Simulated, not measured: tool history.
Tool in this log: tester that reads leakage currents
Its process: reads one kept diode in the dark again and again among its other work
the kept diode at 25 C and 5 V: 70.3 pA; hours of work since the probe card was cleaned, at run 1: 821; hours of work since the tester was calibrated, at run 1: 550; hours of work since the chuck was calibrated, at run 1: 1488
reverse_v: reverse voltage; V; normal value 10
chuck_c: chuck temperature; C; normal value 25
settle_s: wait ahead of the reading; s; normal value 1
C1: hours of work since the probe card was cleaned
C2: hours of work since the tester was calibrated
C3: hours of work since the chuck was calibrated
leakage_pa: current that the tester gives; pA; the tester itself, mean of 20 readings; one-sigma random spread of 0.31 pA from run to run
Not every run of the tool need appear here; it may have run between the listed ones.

Run 1, hour 0: usual settings; C1 821; C2 550; C3 1488. Result: leakage_pa 96.18 pA.
Run 2, hour 22.9: usual settings; C1 838; C2 567; C3 1505. Result: leakage_pa 96.76 pA.
Run 3, hour 37.4: usual settings; C1 849; C2 577; C3 1516. Result: leakage_pa 96.54 pA.
Run 4, hour 58: usual settings but settle_s 3 s; C1 864; C2 593; C3 1531. Result: leakage_pa 94.52 pA.
Run 5, hour 77.1: usual settings but settle_s 3 s; C1 878; C2 607; C3 1545. Result: leakage_pa 94.28 pA.
Run 6, hour 94.8: usual settings but settle_s 3 s; C1 891; C2 620; C3 1558. Result: leakage_pa 94.66 pA.
Run 7, hour 116.4: usual settings but settle_s 3 s; C1 907; C2 636; C3 1574. Result: leakage_pa 94.05 pA.
Run 8, hour 135.8: usual settings but settle_s 3 s; C1 921; C2 650; C3 1588. Result: leakage_pa 94.42 pA.
Run 9, hour 157.3: usual settings but chuck_c 53 C; C1 937; C2 666; C3 1604. Result: leakage_pa 964.1 pA.
Run 10, hour 173.1: usual settings but chuck_c 53 C; C1 949; C2 677; C3 1616. Result: leakage_pa 964.37 pA.
Run 11, hour 192.6: usual settings but chuck_c 53 C; C1 963; C2 692; C3 1630. Result: leakage_pa 958.88 pA.
Run 12, hour 218.3: usual settings; C1 982; C2 711; C3 1649. Result: leakage_pa 96.24 pA.
Run 13, hour 235.4: usual settings; C1 995; C2 723; C3 1662. Result: leakage_pa 96.43 pA.
Run 14, hour 257: usual settings; C1 1011; C2 739; C3 1678. Result: leakage_pa 96.48 pA.
Run 15, hour 275.8: usual settings; C1 1025; C2 753; C3 1692. Result: leakage_pa 96.37 pA.
Run 16, hour 302.6: usual settings; C1 1044; C2 773; C3 1711. Result: leakage_pa 96.16 pA.
Run 17, hour 326.4: usual settings; C1 1062; C2 790; C3 1729. Result: leakage_pa 96.02 pA.
At hour 329.8: chuck's temperature calibrated.
Run 18, hour 353: usual settings; C1 1080; C2 809; C3 17. Result: leakage_pa 92.61 pA.
Run 19, hour 372.8: usual settings; C1 1095; C2 823; C3 32. Result: leakage_pa 93.41 pA.
Run 20, hour 400.5: usual settings; C1 1115; C2 844; C3 52. Result: leakage_pa 93.31 pA.
Run 21, hour 424.6: usual settings but reverse_v 3.6 V; C1 1133; C2 861; C3 70. Result: leakage_pa 53.16 pA.
At hour 435: chuck's temperature calibrated, once more.
Run 22, hour 445.1: usual settings but reverse_v 3.6 V, chuck_c 21 C; C1 1147; C2 875; C3 7. Result: leakage_pa 44.91 pA.
Run 23, hour 463.2: usual settings but reverse_v 3.7 V, settle_s 1.96 s; C1 1160; C2 888; C3 21. Result: leakage_pa 63.47 pA.
Run 24, hour 490.3: usual settings but chuck_c 21 C; C1 1180; C2 908; C3 41. Result: leakage_pa 79.08 pA.
Run 25, hour 507.7: usual settings but chuck_c 21 C; C1 1193; C2 921; C3 54. Result: leakage_pa 79.27 pA.
Run 26, hour 521.5: usual settings but reverse_v 3.1 V, chuck_c 53 C; C1 1203; C2 931; C3 64. Result: leakage_pa 597.77 pA.
Run 27, hour 543.2: usual settings but reverse_v 10.6 V, chuck_c 43 C; C1 1219; C2 947; C3 80. Result: leakage_pa 503.76 pA.
Run 28, hour 562: usual settings but reverse_v 10.6 V, chuck_c 43 C; C1 1233; C2 961; C3 94. Result: leakage_pa 504.58 pA.
Run 29, hour 585.7: usual settings but reverse_v 2.3 V, chuck_c 48 C, settle_s 9.01 s; C1 1250; C2 979; C3 111. Result: leakage_pa 342.24 pA.
Run 30, hour 612.9: usual settings but reverse_v 6.9 V, settle_s 2.07 s; C1 1270; C2 999; C3 131. Result: leakage_pa 88.75 pA.
Run 31, hour 638.2: usual settings but reverse_v 6.9 V, settle_s 2.07 s; C1 1289; C2 1017; C3 150. Result: leakage_pa 88.83 pA.
Run 32, hour 657.1: usual settings but reverse_v 2.6 V, chuck_c 59 C, settle_s 1.52 s; C1 1303; C2 1031; C3 164. Result: leakage_pa 854.92 pA.
Run 33, hour 678: usual settings but reverse_v 2.6 V, chuck_c 34 C, settle_s 4.01 s; C1 1318; C2 1047; C3 179. Result: leakage_pa 114.96 pA.
Run 34, hour 700.2: usual settings but reverse_v 6.2 V, chuck_c 44 C, settle_s 1.65 s; C1 1335; C2 1063; C3 196. Result: leakage_pa 409.97 pA.
Run 35, hour 717.2: usual settings but reverse_v 6.2 V, chuck_c 44 C, settle_s 1.65 s; C1 1347; C2 1076; C3 208. Result: leakage_pa 414.12 pA.
Run 36, hour 743.1: usual settings but settle_s 3.81 s; C1 1366; C2 1095; C3 227. Result: leakage_pa 108.05 pA.
Run 37, hour 771.3: usual settings but reverse_v 3.4 V, chuck_c 31 C, settle_s 3.81 s; C1 1387; C2 1116; C3 248. Result: leakage_pa 101.77 pA.
Run 38, hour 798.5: usual settings but reverse_v 3.4 V, chuck_c 31 C, settle_s 3.81 s; C1 1407; C2 1136; C3 268. Result: leakage_pa 101.29 pA.
Run 39, hour 816.8: usual settings but reverse_v 1.6 V, chuck_c 31 C, settle_s 3.81 s; C1 1421; C2 1149; C3 282. Result: leakage_pa 68.78 pA.
Run 40, hour 832.4: usual settings but chuck_c 28 C, settle_s 0.41 s; C1 1432; C2 1161; C3 293. Result: leakage_pa 145.78 pA.

Forecast each of these 4 alternatives for the next run:
Run A, hour 859.5: usual settings but reverse_v 18.7 V, chuck_c 28 C, settle_s 0.54 s; C1 1452; C2 1181; C3 313. Result: leakage_pa ?.
Run B, hour 859.5: usual settings but reverse_v 1 V, chuck_c 32 C, settle_s 4.87 s; C1 1452; C2 1181; C3 313. Result: leakage_pa ?.
Run C, hour 859.5: usual settings but reverse_v 13.8 V, chuck_c 27 C; C1 1452; C2 1181; C3 313. Result: leakage_pa ?.
Run D, hour 859.5: usual settings but chuck_c 30 C, settle_s 3.23 s; C1 1452; C2 1181; C3 313. Result: leakage_pa ?.

run  leakage_pa
  A      204.21
  B        59.1
  C      155.34
  D      163.64
What these runs would have given with no unlogged condition in the tool:
run  leakage_pa
  A      190.09
  B       59.38
  C      145.11
  D      157.39
